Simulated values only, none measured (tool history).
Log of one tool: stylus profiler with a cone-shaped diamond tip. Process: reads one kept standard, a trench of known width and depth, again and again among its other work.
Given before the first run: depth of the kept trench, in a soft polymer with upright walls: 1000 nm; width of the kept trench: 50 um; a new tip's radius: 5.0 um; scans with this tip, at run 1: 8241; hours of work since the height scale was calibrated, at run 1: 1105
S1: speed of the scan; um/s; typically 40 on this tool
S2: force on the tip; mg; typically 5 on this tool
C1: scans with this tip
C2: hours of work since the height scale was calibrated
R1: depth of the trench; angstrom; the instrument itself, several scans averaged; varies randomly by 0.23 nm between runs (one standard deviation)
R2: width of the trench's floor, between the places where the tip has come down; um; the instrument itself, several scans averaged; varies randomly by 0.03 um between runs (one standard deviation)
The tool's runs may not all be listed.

| run | hour | S1 | S2 | C1 | C2 | R1 | R2 |
|---|---|---|---|---|---|---|---|
| 1 | 0 | 40 | 5 | 8241 | 1105 | 10333.2 | 40.12 |
| 2 | 16.3 | 40 | 5 | 8328 | 1116 | 10333.2 | 40.07 |
| 3 | 27.9 | 40 | 5 | 8391 | 1125 | 10328.5 | 40.09 |
| 4 | 44.1 | 40 | 5 | 8478 | 1136 | 10331.8 | 40.03 |
| 5 | 60 | 26 | 5 | 8563 | 1148 | 10332.6 | 40.05 |
| 6 | 70.1 | 26 | 5 | 8618 | 1155 | 10332.6 | 40 |
| 7 | 78.3 | 26 | 5 | 8662 | 1161 | 10328.8 | 40.05 |
| 8 | 86.1 | 26 | 5 | 8703 | 1167 | 10328.4 | 40.03 |
| 9 | 101.2 | 26 | 1.97 | 8785 | 1178 | 10209.5 | 39.89 |
| 10 | 118.3 | 26 | 1.97 | 8877 | 1190 | 10205.6 | 39.9 |

Forecast run 11:
| 11 | 132.8 | 30 | 8.44 | 8955 | 1200 | ? | ? |

Run 11 produced R1 10443.8 angstrom, R2 39.96 um.
Had the tool carried no hidden state, the very same run would have given R1 10378.2 angstrom, R2 43.95 um.
